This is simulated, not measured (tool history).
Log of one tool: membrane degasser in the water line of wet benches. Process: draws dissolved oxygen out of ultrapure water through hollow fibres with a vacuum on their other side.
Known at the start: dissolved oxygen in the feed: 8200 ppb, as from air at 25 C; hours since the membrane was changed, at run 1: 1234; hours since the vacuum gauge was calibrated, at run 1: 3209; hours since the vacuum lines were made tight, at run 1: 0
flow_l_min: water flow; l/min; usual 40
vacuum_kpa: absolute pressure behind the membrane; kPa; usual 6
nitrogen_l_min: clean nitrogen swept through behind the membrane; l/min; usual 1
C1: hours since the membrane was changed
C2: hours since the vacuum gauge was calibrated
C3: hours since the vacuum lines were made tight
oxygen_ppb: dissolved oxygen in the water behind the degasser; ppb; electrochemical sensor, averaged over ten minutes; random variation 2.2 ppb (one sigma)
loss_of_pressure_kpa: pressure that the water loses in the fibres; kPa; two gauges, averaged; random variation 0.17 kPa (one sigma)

run 1 hour=0 | flow_l_min=40 vacuum_kpa=6 nitrogen_l_min=1 | C1=1234 C2=3209 C3=0 | oxygen_ppb=248 loss_of_pressure_kpa=25.53
run 2 hour=48.1 | flow_l_min=40 vacuum_kpa=6 nitrogen_l_min=1.99 | C1=1282 C2=3257 C3=48 | oxygen_ppb=142.6 loss_of_pressure_kpa=25.21
run 3 hour=97.4 | flow_l_min=40 vacuum_kpa=8.83 nitrogen_l_min=1 | C1=1331 C2=3306 C3=97 | oxygen_ppb=453.6 loss_of_pressure_kpa=25.92
run 4 hour=137.8 | flow_l_min=40 vacuum_kpa=8.83 nitrogen_l_min=1 | C1=1372 C2=3347 C3=138 | oxygen_ppb=458.6 loss_of_pressure_kpa=25.45
run 5 hour=172.8 | flow_l_min=40 vacuum_kpa=8.83 nitrogen_l_min=1 | C1=1407 C2=3382 C3=173 | oxygen_ppb=456.4 loss_of_pressure_kpa=25.35
run 6 hour=214.2 | flow_l_min=40 vacuum_kpa=8.83 nitrogen_l_min=1 | C1=1448 C2=3423 C3=214 | oxygen_ppb=457.1 loss_of_pressure_kpa=25.74
run 7 hour=254.1 | flow_l_min=40 vacuum_kpa=6.53 nitrogen_l_min=1 | C1=1488 C2=3463 C3=254 | oxygen_ppb=287 loss_of_pressure_kpa=25.68
run 8 hour=278.7 | flow_l_min=40 vacuum_kpa=6 nitrogen_l_min=1 | C1=1513 C2=3488 C3=279 | oxygen_ppb=246.6 loss_of_pressure_kpa=25.62
run 9 hour=299.4 | flow_l_min=40 vacuum_kpa=6 nitrogen_l_min=1 | C1=1533 C2=3508 C3=299 | oxygen_ppb=249.5 loss_of_pressure_kpa=25.77
run 10 hour=321.6 | flow_l_min=40 vacuum_kpa=7.7 nitrogen_l_min=1 | C1=1555 C2=3530 C3=322 | oxygen_ppb=375.8 loss_of_pressure_kpa=25.6
run 11 hour=356.3 | flow_l_min=40 vacuum_kpa=7.7 nitrogen_l_min=1 | C1=1590 C2=3565 C3=356 | oxygen_ppb=377.6 loss_of_pressure_kpa=25.62
run 12 hour=397.5 | flow_l_min=40 vacuum_kpa=7.7 nitrogen_l_min=1 | C1=1631 C2=3606 C3=397 | oxygen_ppb=380.7 loss_of_pressure_kpa=25.52
run 13 hour=436 | flow_l_min=40 vacuum_kpa=7.7 nitrogen_l_min=1 | C1=1670 C2=3645 C3=436 | oxygen_ppb=381.7 loss_of_pressure_kpa=25.58
run 14 hour=470.8 | flow_l_min=40 vacuum_kpa=7.7 nitrogen_l_min=1 | C1=1705 C2=3680 C3=471 | oxygen_ppb=378.3 loss_of_pressure_kpa=25.35
-- hour=486.5 vacuum gauge calibrated
run 15 hour=493.3 | flow_l_min=40 vacuum_kpa=7.7 nitrogen_l_min=1.07 | C1=1727 C2=7 C3=493 | oxygen_ppb=332.2 loss_of_pressure_kpa=25.74
run 16 hour=514.9 | flow_l_min=40 vacuum_kpa=7.7 nitrogen_l_min=1.07 | C1=1748 C2=28 C3=514 | oxygen_ppb=336.8 loss_of_pressure_kpa=25.28
run 17 hour=559.7 | flow_l_min=40 vacuum_kpa=7.7 nitrogen_l_min=1.07 | C1=1793 C2=73 C3=559 | oxygen_ppb=338.3 loss_of_pressure_kpa=25.86
run 18 hour=582.7 | flow_l_min=60 vacuum_kpa=13 nitrogen_l_min=0.66 | C1=1816 C2=96 C3=582 | oxygen_ppb=1302.7 loss_of_pressure_kpa=38.61
run 19 hour=624.3 | flow_l_min=39 vacuum_kpa=6 nitrogen_l_min=0.67 | C1=1858 C2=138 C3=624 | oxygen_ppb=300.7 loss_of_pressure_kpa=25.07
run 20 hour=671.9 | flow_l_min=39 vacuum_kpa=6 nitrogen_l_min=0.67 | C1=1905 C2=185 C3=671 | oxygen_ppb=293.2 loss_of_pressure_kpa=24.96
run 21 hour=709.6 | flow_l_min=33 vacuum_kpa=5.87 nitrogen_l_min=0.84 | C1=1943 C2=223 C3=709 | oxygen_ppb=210.3 loss_of_pressure_kpa=21.22
run 22 hour=749.9 | flow_l_min=40 vacuum_kpa=4.5 nitrogen_l_min=2.83 | C1=1983 C2=263 C3=749 | oxygen_ppb=50.7 loss_of_pressure_kpa=25.67
run 23 hour=799.2 | flow_l_min=40 vacuum_kpa=4.5 nitrogen_l_min=2.83 | C1=2032 C2=313 C3=799 | oxygen_ppb=50.5 loss_of_pressure_kpa=25.62
run 24 hour=841 | flow_l_min=40 vacuum_kpa=4.5 nitrogen_l_min=2.83 | C1=2074 C2=354 C3=841 | oxygen_ppb=50.9 loss_of_pressure_kpa=25.64
run 25 hour=875.1 | flow_l_min=40 vacuum_kpa=4.5 nitrogen_l_min=2.83 | C1=2108 C2=389 C3=875 | oxygen_ppb=50.8 loss_of_pressure_kpa=25.75
run 26 hour=922.6 | flow_l_min=49 vacuum_kpa=4.5 nitrogen_l_min=0.98 | C1=2156 C2=436 C3=922 | oxygen_ppb=143.4 loss_of_pressure_kpa=31.41
run 27 hour=964 | flow_l_min=40 vacuum_kpa=5.77 nitrogen_l_min=0.72 | C1=2197 C2=477 C3=963 | oxygen_ppb=260.8 loss_of_pressure_kpa=25.76
run 28 hour=1003.7 | flow_l_min=24 vacuum_kpa=5.44 nitrogen_l_min=2.07 | C1=2237 C2=517 C3=1003 | oxygen_ppb=61.8 loss_of_pressure_kpa=15.7
run 29 hour=1047.8 | flow_l_min=24 vacuum_kpa=5.44 nitrogen_l_min=2.07 | C1=2281 C2=561 C3=1047 | oxygen_ppb=61.3 loss_of_pressure_kpa=15.55
run 30 hour=1091.6 | flow_l_min=38 vacuum_kpa=8.02 nitrogen_l_min=2.07 | C1=2325 C2=605 C3=1091 | oxygen_ppb=202.7 loss_of_pressure_kpa=24.44
run 31 hour=1121.1 | flow_l_min=64 vacuum_kpa=4.84 nitrogen_l_min=0.47 | C1=2354 C2=635 C3=1121 | oxygen_ppb=369.3 loss_of_pressure_kpa=41.36

The same runs without the tool's hidden state, with the same run-to-run variation:
The hidden state here: membrane still open, %; true pressure behind the membrane over the reading, kPa; air that leaks in behind the membrane, l/min; drift of the gauge itself on oxygen_ppb, %; drift of the gauge itself on loss_of_pressure_kpa, %.
run=1 oxygen_ppb=227.1 loss_of_pressure_kpa=25.12
run=2 oxygen_ppb=130.1 loss_of_pressure_kpa=24.78
run=3 oxygen_ppb=433.2 loss_of_pressure_kpa=25.47
run=4 oxygen_ppb=437.7 loss_of_pressure_kpa=24.99
run=5 oxygen_ppb=435.5 loss_of_pressure_kpa=24.88
run=6 oxygen_ppb=435.9 loss_of_pressure_kpa=25.26
run=7 oxygen_ppb=264.8 loss_of_pressure_kpa=25.18
run=8 oxygen_ppb=224.2 loss_of_pressure_kpa=25.12
run=9 oxygen_ppb=226.7 loss_of_pressure_kpa=25.26
run=10 oxygen_ppb=353.5 loss_of_pressure_kpa=25.07
run=11 oxygen_ppb=355 loss_of_pressure_kpa=25.09
run=12 oxygen_ppb=357.8 loss_of_pressure_kpa=24.97
run=13 oxygen_ppb=358.5 loss_of_pressure_kpa=25.03
run=14 oxygen_ppb=355 loss_of_pressure_kpa=24.78
run=15 oxygen_ppb=332.4 loss_of_pressure_kpa=25.17
run=16 oxygen_ppb=336.9 loss_of_pressure_kpa=24.7
run=17 oxygen_ppb=338.1 loss_of_pressure_kpa=25.26
run=18 oxygen_ppb=1300.8 loss_of_pressure_kpa=37.7
run=19 oxygen_ppb=300.8 loss_of_pressure_kpa=24.47
run=20 oxygen_ppb=292.9 loss_of_pressure_kpa=24.34
run=21 oxygen_ppb=210.1 loss_of_pressure_kpa=20.69
run=22 oxygen_ppb=49.3 loss_of_pressure_kpa=25.01
run=23 oxygen_ppb=49 loss_of_pressure_kpa=24.95
run=24 oxygen_ppb=49.3 loss_of_pressure_kpa=24.95
run=25 oxygen_ppb=49 loss_of_pressure_kpa=25.05
run=26 oxygen_ppb=139 loss_of_pressure_kpa=30.54
run=27 oxygen_ppb=258.1 loss_of_pressure_kpa=25.03
run=28 oxygen_ppb=61 loss_of_pressure_kpa=15.26
run=29 oxygen_ppb=60.4 loss_of_pressure_kpa=15.1
run=30 oxygen_ppb=200.2 loss_of_pressure_kpa=23.71
run=31 oxygen_ppb=356.3 loss_of_pressure_kpa=40.11
